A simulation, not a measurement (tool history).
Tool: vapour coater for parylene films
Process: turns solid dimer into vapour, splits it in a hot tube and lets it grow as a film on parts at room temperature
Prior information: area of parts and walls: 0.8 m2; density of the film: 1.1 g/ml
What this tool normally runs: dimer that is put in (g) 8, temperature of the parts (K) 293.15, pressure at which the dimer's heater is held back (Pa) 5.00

run,hour,dimer that is put in (g),temperature of the parts (K),pressure at which the dimer's heater is held back (Pa),thickness of the film (µm)
1,0.0,8,293.15,5.00,5.42
2,24.7,8,295.15,5.00,5.01
3,81.7,8,296.15,5.00,4.93
4,121.6,8,293.15,5.00,5.37
5,167.0,8,293.15,3.67,5.55
6,197.8,8,293.15,3.67,5.55
7,251.5,8,293.15,5.00,5.35
8,285.1,8,297.15,5.00,4.67
9,331.2,8,297.15,5.00,4.64
# hour 362.1: trap's valve overhauled
10,364.9,8,297.15,5.00,4.79
11,391.8,8,297.15,5.00,4.90
12,446.5,8,297.15,5.00,4.94
13,501.7,4,301.15,4.57,2.19
14,534.8,5,291.15,9.99,3.35

What does the tool deliver on the next run?
15,585.0,10,303.15,5.73,?

Logged for run 15: thickness of the film (µm) 4.93.
If the tool had no hidden condition, the same run with the same run-to-run variation would have returned thickness of the film (µm) 4.91.

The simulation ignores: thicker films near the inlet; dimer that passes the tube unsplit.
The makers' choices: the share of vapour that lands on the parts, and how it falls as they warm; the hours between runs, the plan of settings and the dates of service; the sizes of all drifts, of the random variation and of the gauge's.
